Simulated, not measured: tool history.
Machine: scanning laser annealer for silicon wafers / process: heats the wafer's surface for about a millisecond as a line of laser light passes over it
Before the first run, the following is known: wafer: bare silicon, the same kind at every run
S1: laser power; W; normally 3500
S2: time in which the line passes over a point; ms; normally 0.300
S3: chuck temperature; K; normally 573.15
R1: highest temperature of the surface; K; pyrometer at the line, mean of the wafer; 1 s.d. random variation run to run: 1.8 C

{"run": 1, "hour": 0.0, "S1": 3500, "S2": 0.3, "S3": 573.15, "R1": 1345.15}
{"run": 2, "hour": 5.2, "S1": 3500, "S2": 0.214, "S3": 573.15, "R1": 1233.15}
{"run": 3, "hour": 15.2, "S1": 3500, "S2": 0.3, "S3": 573.15, "R1": 1343.15}
{"run": 4, "hour": 26.5, "S1": 3500, "S2": 0.3, "S3": 573.15, "R1": 1341.15}
{"run": 5, "hour": 37.4, "S1": 3500, "S2": 0.3, "S3": 573.15, "R1": 1340.15}
{"run": 6, "hour": 44.3, "S1": 3500, "S2": 0.3, "S3": 573.15, "R1": 1339.15}
{"run": 7, "hour": 55.2, "S1": 3500, "S2": 0.3, "S3": 598.15, "R1": 1365.15}
{"run": 8, "hour": 66.2, "S1": 3500, "S2": 0.3, "S3": 573.15, "R1": 1340.15}
{"run": 9, "hour": 75.9, "S1": 3500, "S2": 0.3, "S3": 573.15, "R1": 1341.15}
{"run": 10, "hour": 86.0, "S1": 3500, "S2": 0.3, "S3": 606.15, "R1": 1371.15}
{"run": 11, "hour": 94.0, "S1": 3500, "S2": 0.3, "S3": 606.15, "R1": 1374.15}
{"run": 12, "hour": 100.4, "S1": 3500, "S2": 0.3, "S3": 569.15, "R1": 1332.15}
{"run": 13, "hour": 110.1, "S1": 3500, "S2": 0.3, "S3": 569.15, "R1": 1336.15}
{"run": 14, "hour": 115.0, "S1": 3500, "S2": 0.282, "S3": 573.15, "R1": 1315.15}
{"run": 15, "hour": 120.2, "S1": 3500, "S2": 0.282, "S3": 573.15, "R1": 1315.15}
{"run": 16, "hour": 131.4, "S1": 3500, "S2": 0.282, "S3": 573.15, "R1": 1314.15}
{"run": 17, "hour": 137.3, "S1": 3500, "S2": 0.282, "S3": 573.15, "R1": 1316.15}
{"run": 18, "hour": 144.0, "S1": 3500, "S2": 0.282, "S3": 573.15, "R1": 1316.15}
{"run": 19, "hour": 154.0, "S1": 3500, "S2": 0.282, "S3": 573.15, "R1": 1317.15}
{"run": 20, "hour": 163.2, "S1": 3500, "S2": 0.221, "S3": 573.15, "R1": 1233.15}
{"run": 21, "hour": 170.0, "S1": 3500, "S2": 0.221, "S3": 573.15, "R1": 1232.15}
{"run": 22, "hour": 180.6, "S1": 3488, "S2": 0.305, "S3": 573.15, "R1": 1342.15}
{"run": 23, "hour": 189.3, "S1": 3488, "S2": 0.305, "S3": 573.15, "R1": 1338.15}
{"run": 24, "hour": 199.0, "S1": 3488, "S2": 0.305, "S3": 573.15, "R1": 1338.15}
{"run": 25, "hour": 208.1, "S1": 3488, "S2": 0.305, "S3": 573.15, "R1": 1341.15}
{"run": 26, "hour": 217.1, "S1": 3740, "S2": 0.23, "S3": 566.15, "R1": 1285.15}
{"run": 27, "hour": 223.1, "S1": 3700, "S2": 0.22, "S3": 582.15, "R1": 1284.15}
{"run": 28, "hour": 228.3, "S1": 3717, "S2": 0.264, "S3": 582.15, "R1": 1347.15}
{"run": 29, "hour": 233.0, "S1": 3231, "S2": 0.362, "S3": 582.15, "R1": 1348.15}
{"run": 30, "hour": 240.4, "S1": 3228, "S2": 0.306, "S3": 565.15, "R1": 1272.15}
{"run": 31, "hour": 251.1, "S1": 3500, "S2": 0.238, "S3": 608.15, "R1": 1292.15}
{"run": 32, "hour": 256.2, "S1": 3322, "S2": 0.288, "S3": 613.15, "R1": 1321.15}
{"run": 33, "hour": 266.0, "S1": 3638, "S2": 0.311, "S3": 555.15, "R1": 1363.15}
{"run": 34, "hour": 272.6, "S1": 3638, "S2": 0.311, "S3": 545.15, "R1": 1350.15}
{"run": 35, "hour": 278.6, "S1": 3686, "S2": 0.22, "S3": 594.15, "R1": 1287.15}
{"run": 36, "hour": 289.1, "S1": 3300, "S2": 0.276, "S3": 549.15, "R1": 1239.15}
{"run": 37, "hour": 298.0, "S1": 3500, "S2": 0.278, "S3": 573.15, "R1": 1305.15}
{"run": 38, "hour": 307.0, "S1": 3375, "S2": 0.325, "S3": 568.15, "R1": 1326.15}
{"run": 39, "hour": 312.7, "S1": 3336, "S2": 0.24, "S3": 581.15, "R1": 1231.15}
{"run": 40, "hour": 317.6, "S1": 3514, "S2": 0.28, "S3": 554.15, "R1": 1295.15}

Consider 4 possible next runs. They are alternatives, not a sequence: every one starts from the tool as it was left by run 40. What does each give?
{"run": "A", "hour": 323.1, "S1": 3710, "S2": 0.3, "S3": 578.15, "R1": "?"}
{"run": "B", "hour": 323.1, "S1": 3024, "S2": 0.374, "S3": 556.15, "R1": "?"}
{"run": "C", "hour": 323.1, "S1": 3514, "S2": 0.272, "S3": 554.15, "R1": "?"}
{"run": "D", "hour": 323.1, "S1": 3328, "S2": 0.28, "S3": 558.15, "R1": "?"}

run=A R1=1380.15
run=B R1=1279.15
run=C R1=1281.15
run=D R1=1256.15
The same runs, with their run-to-run variation unchanged, on a tool lacking any hidden condition would have given:
run=A R1=1403.15
run=B R1=1299.15
run=C R1=1302.15
run=D R1=1276.15

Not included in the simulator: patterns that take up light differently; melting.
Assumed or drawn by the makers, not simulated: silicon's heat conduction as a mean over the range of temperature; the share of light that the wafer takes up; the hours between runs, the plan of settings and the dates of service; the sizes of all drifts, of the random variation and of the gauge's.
